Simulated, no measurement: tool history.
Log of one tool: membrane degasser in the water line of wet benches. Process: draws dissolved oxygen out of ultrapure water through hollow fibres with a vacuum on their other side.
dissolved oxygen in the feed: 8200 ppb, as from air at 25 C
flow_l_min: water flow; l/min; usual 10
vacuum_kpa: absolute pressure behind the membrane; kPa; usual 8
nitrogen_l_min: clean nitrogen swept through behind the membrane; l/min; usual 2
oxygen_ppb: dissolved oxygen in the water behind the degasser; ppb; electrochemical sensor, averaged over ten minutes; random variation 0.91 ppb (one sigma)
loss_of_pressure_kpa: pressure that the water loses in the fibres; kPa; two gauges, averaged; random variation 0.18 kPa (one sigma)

{"run": 1, "hour": 0.0, "flow_l_min": 10, "vacuum_kpa": 8, "nitrogen_l_min": 2, "oxygen_ppb": 114.2, "loss_of_pressure_kpa": 37.53}
{"run": 2, "hour": 125.4, "flow_l_min": 10, "vacuum_kpa": 8, "nitrogen_l_min": 2, "oxygen_ppb": 114.6, "loss_of_pressure_kpa": 36.99}
{"run": 3, "hour": 196.1, "flow_l_min": 10, "vacuum_kpa": 8, "nitrogen_l_min": 2, "oxygen_ppb": 114, "loss_of_pressure_kpa": 36.93}
{"run": 4, "hour": 292.9, "flow_l_min": 10, "vacuum_kpa": 8, "nitrogen_l_min": 2, "oxygen_ppb": 115.4, "loss_of_pressure_kpa": 36.95}
{"run": 5, "hour": 365.6, "flow_l_min": 10, "vacuum_kpa": 8, "nitrogen_l_min": 2, "oxygen_ppb": 112.6, "loss_of_pressure_kpa": 37.01}
{"run": 6, "hour": 496.6, "flow_l_min": 10, "vacuum_kpa": 8, "nitrogen_l_min": 2, "oxygen_ppb": 115.9, "loss_of_pressure_kpa": 37.34}
{"run": 7, "hour": 563.4, "flow_l_min": 10, "vacuum_kpa": 8, "nitrogen_l_min": 1.89, "oxygen_ppb": 119.4, "loss_of_pressure_kpa": 37.4}
{"hour": 597.2, "done": "vacuum gauge calibrated"}
{"run": 8, "hour": 652.4, "flow_l_min": 10, "vacuum_kpa": 8, "nitrogen_l_min": 2, "oxygen_ppb": 105.4, "loss_of_pressure_kpa": 36.97}
{"run": 9, "hour": 741.5, "flow_l_min": 10, "vacuum_kpa": 17.22, "nitrogen_l_min": 2, "oxygen_ppb": 213.5, "loss_of_pressure_kpa": 37.28}
{"run": 10, "hour": 861.7, "flow_l_min": 10, "vacuum_kpa": 8, "nitrogen_l_min": 1.01, "oxygen_ppb": 159.4, "loss_of_pressure_kpa": 37.35}
{"run": 11, "hour": 957.8, "flow_l_min": 9, "vacuum_kpa": 8, "nitrogen_l_min": 2, "oxygen_ppb": 88.9, "loss_of_pressure_kpa": 34.05}
{"run": 12, "hour": 1037.3, "flow_l_min": 9, "vacuum_kpa": 6.66, "nitrogen_l_min": 2, "oxygen_ppb": 73.6, "loss_of_pressure_kpa": 33.94}
{"run": 13, "hour": 1112.5, "flow_l_min": 9, "vacuum_kpa": 6.66, "nitrogen_l_min": 2, "oxygen_ppb": 75.2, "loss_of_pressure_kpa": 34.16}
{"run": 14, "hour": 1189.4, "flow_l_min": 10, "vacuum_kpa": 10.93, "nitrogen_l_min": 2, "oxygen_ppb": 145.2, "loss_of_pressure_kpa": 37.85}
{"run": 15, "hour": 1319.2, "flow_l_min": 10, "vacuum_kpa": 10.93, "nitrogen_l_min": 2, "oxygen_ppb": 141.8, "loss_of_pressure_kpa": 37.54}
{"run": 16, "hour": 1433.7, "flow_l_min": 10, "vacuum_kpa": 8, "nitrogen_l_min": 2, "oxygen_ppb": 107.5, "loss_of_pressure_kpa": 37.61}
{"run": 17, "hour": 1542.0, "flow_l_min": 10, "vacuum_kpa": 8, "nitrogen_l_min": 2, "oxygen_ppb": 107.1, "loss_of_pressure_kpa": 38.09}
{"run": 18, "hour": 1615.7, "flow_l_min": 14, "vacuum_kpa": 8, "nitrogen_l_min": 3.79, "oxygen_ppb": 138.2, "loss_of_pressure_kpa": 52.89}
{"run": 19, "hour": 1699.2, "flow_l_min": 14, "vacuum_kpa": 8, "nitrogen_l_min": 3.79, "oxygen_ppb": 138, "loss_of_pressure_kpa": 52.97}
{"run": 20, "hour": 1841.3, "flow_l_min": 14, "vacuum_kpa": 8, "nitrogen_l_min": 3.79, "oxygen_ppb": 138.6, "loss_of_pressure_kpa": 53}
{"run": 21, "hour": 1986.9, "flow_l_min": 14, "vacuum_kpa": 8, "nitrogen_l_min": 3.79, "oxygen_ppb": 139.4, "loss_of_pressure_kpa": 53.05}
{"run": 22, "hour": 2066.8, "flow_l_min": 10, "vacuum_kpa": 5.64, "nitrogen_l_min": 3.44, "oxygen_ppb": 68.1, "loss_of_pressure_kpa": 38.33}
{"run": 23, "hour": 2207.2, "flow_l_min": 10, "vacuum_kpa": 5.64, "nitrogen_l_min": 3.44, "oxygen_ppb": 68, "loss_of_pressure_kpa": 37.94}

Forecast run 24:
{"run": 24, "hour": 2342.0, "flow_l_min": 12, "vacuum_kpa": 7.17, "nitrogen_l_min": 2, "oxygen_ppb": "?", "loss_of_pressure_kpa": "?"}

oxygen_ppb: 130.9 ppb
loss_of_pressure_kpa: 45.67 kPa
Without the tool's hidden state the same run would have given oxygen_ppb 97.9 ppb, loss_of_pressure_kpa 41.18 kPa.
